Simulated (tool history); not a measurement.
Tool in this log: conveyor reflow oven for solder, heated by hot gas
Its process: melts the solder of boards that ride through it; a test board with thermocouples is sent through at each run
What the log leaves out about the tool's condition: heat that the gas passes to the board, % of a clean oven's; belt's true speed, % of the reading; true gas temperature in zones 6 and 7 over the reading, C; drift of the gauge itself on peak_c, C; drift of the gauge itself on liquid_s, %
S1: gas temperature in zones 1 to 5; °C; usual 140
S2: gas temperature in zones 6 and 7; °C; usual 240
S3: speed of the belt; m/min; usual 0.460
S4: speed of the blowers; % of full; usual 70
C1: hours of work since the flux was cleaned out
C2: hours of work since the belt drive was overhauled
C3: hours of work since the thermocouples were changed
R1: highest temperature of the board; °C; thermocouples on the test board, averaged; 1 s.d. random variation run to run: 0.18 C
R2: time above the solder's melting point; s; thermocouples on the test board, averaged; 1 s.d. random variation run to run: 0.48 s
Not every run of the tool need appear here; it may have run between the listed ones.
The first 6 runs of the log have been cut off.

run 7 hour=359.0 | S1=140 S2=240 S3=0.460 S4=84 | C1=170 C2=1251 C3=588 | R1=222.7 R2=76.3
run 8 hour=425.4 | S1=140 S2=240 S3=0.460 S4=54 | C1=202 C2=1282 C3=620 | R1=215.0 R2=67.2
run 9 hour=498.7 | S1=140 S2=240 S3=0.460 S4=54 | C1=237 C2=1317 C3=655 | R1=214.7 R2=66.6
run 10 hour=542.9 | S1=140 S2=240 S3=0.460 S4=70 | C1=258 C2=1338 C3=676 | R1=219.5 R2=72.6
-- hour=553.7 flux residue cleaned out of gas plates and filters
run 11 hour=622.5 | S1=140 S2=240 S3=0.460 S4=70 | C1=33 C2=1374 C3=711 | R1=218.7 R2=71.8
run 12 hour=693.6 | S1=140 S2=240 S3=0.460 S4=70 | C1=66 C2=1407 C3=745 | R1=218.7 R2=73.3
run 13 hour=739.8 | S1=140 S2=240 S3=0.460 S4=70 | C1=88 C2=1429 C3=767 | R1=218.8 R2=72.1
run 14 hour=814.8 | S1=140 S2=240 S3=0.460 S4=70 | C1=124 C2=1465 C3=802 | R1=218.5 R2=72.1
run 15 hour=890.4 | S1=140 S2=240 S3=0.460 S4=70 | C1=160 C2=1501 C3=838 | R1=218.5 R2=71.7
run 16 hour=922.7 | S1=140 S2=240 S3=0.460 S4=75 | C1=175 C2=1516 C3=853 | R1=219.9 R2=73.1
-- hour=947.2 flux residue cleaned out of gas plates and filters, once more
run 17 hour=984.5 | S1=140 S2=240 S3=0.460 S4=75 | C1=18 C2=1543 C3=880 | R1=221.9 R2=75.0
-- hour=1025.2 belt drive overhauled, speed set with a stopwatch
run 18 hour=1046.1 | S1=136 S2=240 S3=0.460 S4=70 | C1=45 C2=10 C3=908 | R1=218.2 R2=68.2
run 19 hour=1119.0 | S1=136 S2=240 S3=0.460 S4=70 | C1=80 C2=44 C3=942 | R1=218.4 R2=67.1
run 20 hour=1192.7 | S1=141 S2=240 S3=0.460 S4=70 | C1=115 C2=79 C3=977 | R1=219.3 R2=70.6
run 21 hour=1268.7 | S1=141 S2=240 S3=0.460 S4=70 | C1=151 C2=116 C3=1013 | R1=219.2 R2=70.6
run 22 hour=1340.0 | S1=141 S2=240 S3=0.460 S4=70 | C1=184 C2=149 C3=1047 | R1=218.9 R2=70.8
run 23 hour=1399.5 | S1=140 S2=240 S3=0.475 S4=70 | C1=213 C2=178 C3=1075 | R1=217.4 R2=65.6
-- hour=1436.2 thermocouples of zones 6 and 7 changed
run 24 hour=1474.4 | S1=140 S2=240 S3=0.475 S4=70 | C1=247 C2=212 C3=18 | R1=217.3 R2=65.8
run 25 hour=1531.1 | S1=140 S2=244 S3=0.475 S4=83 | C1=274 C2=239 C3=45 | R1=223.2 R2=71.0
run 26 hour=1574.8 | S1=151 S2=244 S3=0.421 S4=83 | C1=295 C2=260 C3=66 | R1=229.5 R2=91.8
run 27 hour=1648.9 | S1=151 S2=244 S3=0.421 S4=83 | C1=330 C2=295 C3=101 | R1=229.1 R2=92.0
-- hour=1697.7 flux residue cleaned out of gas plates and filters
run 28 hour=1715.7 | S1=151 S2=244 S3=0.499 S4=50 | C1=9 C2=324 C3=130 | R1=216.1 R2=64.9
run 29 hour=1756.0 | S1=151 S2=244 S3=0.499 S4=54 | C1=28 C2=343 C3=149 | R1=217.2 R2=67.1
run 30 hour=1810.8 | S1=136 S2=254 S3=0.372 S4=74 | C1=54 C2=369 C3=175 | R1=239.5 R2=103.6

Here are 4 independent what-if runs from the current tool condition. What would each one return?
run A hour=1845.2 | S1=136 S2=254 S3=0.433 S4=74 | C1=70 C2=386 C3=192 | R1=? R2=?
run B hour=1845.2 | S1=152 S2=254 S3=0.489 S4=76 | C1=70 C2=386 C3=192 | R1=? R2=?
run C hour=1845.2 | S1=140 S2=240 S3=0.382 S4=81 | C1=70 C2=386 C3=192 | R1=? R2=?
run D hour=1845.2 | S1=136 S2=253 S3=0.452 S4=70 | C1=70 C2=386 C3=192 | R1=? R2=?

run=A R1=233.7 R2=85.8
run=B R1=233.0 R2=80.7
run=C R1=228.1 R2=94.8
run=D R1=229.9 R2=79.1
Without the tool's hidden state the same runs would have given:
run=A R1=233.2 R2=84.7
run=B R1=232.5 R2=79.7
run=C R1=227.5 R2=93.6
run=D R1=229.4 R2=78.0

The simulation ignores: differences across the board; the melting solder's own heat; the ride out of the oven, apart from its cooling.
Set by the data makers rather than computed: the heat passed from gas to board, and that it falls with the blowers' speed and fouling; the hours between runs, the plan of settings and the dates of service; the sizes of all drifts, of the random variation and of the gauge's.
